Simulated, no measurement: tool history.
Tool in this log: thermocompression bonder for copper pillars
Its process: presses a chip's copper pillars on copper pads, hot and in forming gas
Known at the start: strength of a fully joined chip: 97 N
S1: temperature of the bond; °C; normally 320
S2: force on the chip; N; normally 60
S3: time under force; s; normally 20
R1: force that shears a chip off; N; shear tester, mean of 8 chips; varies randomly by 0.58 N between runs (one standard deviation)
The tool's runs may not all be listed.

run   hour   S1  S2  S3    R1
  1    0.0  320  60  20  47.0
  2   26.9  320  60  13  40.3
  3   62.1  320  60  13  39.5
  4   85.6  320  60  20  47.0
  5  125.4  320  60  20  45.2
  6  161.2  320  60  20  46.2
  7  196.6  320  60  20  44.7
  8  215.1  320  60  20  45.6
  9  233.8  320  39  20  33.1
 10  261.7  320  39  28  37.5
 11  294.4  310  60  20  39.4
 12  316.5  343  60  20  52.1
     336.0  -- forming gas filter changed
 13  336.0  350  41  23  51.4
 14  359.0  319  45  55  55.3
 15  381.3  320  40  20  36.3
 16  402.4  344  65  21  61.5

4 options for the next run, each taken on its own from the tool as it stands now. Forecast them:
  A  429.5  312  60  20   ?
  B  429.5  344  37  13   ?
  C  429.5  320  36  20   ?
  D  429.5  320  60  27   ?

run    R1
  A  44.1
  B  36.5
  C  32.5
  D  51.5
The same runs, with their run-to-run variation unchanged, on a tool lacking any hidden condition would have given:
run    R1
  A  44.7
  B  37.0
  C  32.9
  D  52.2
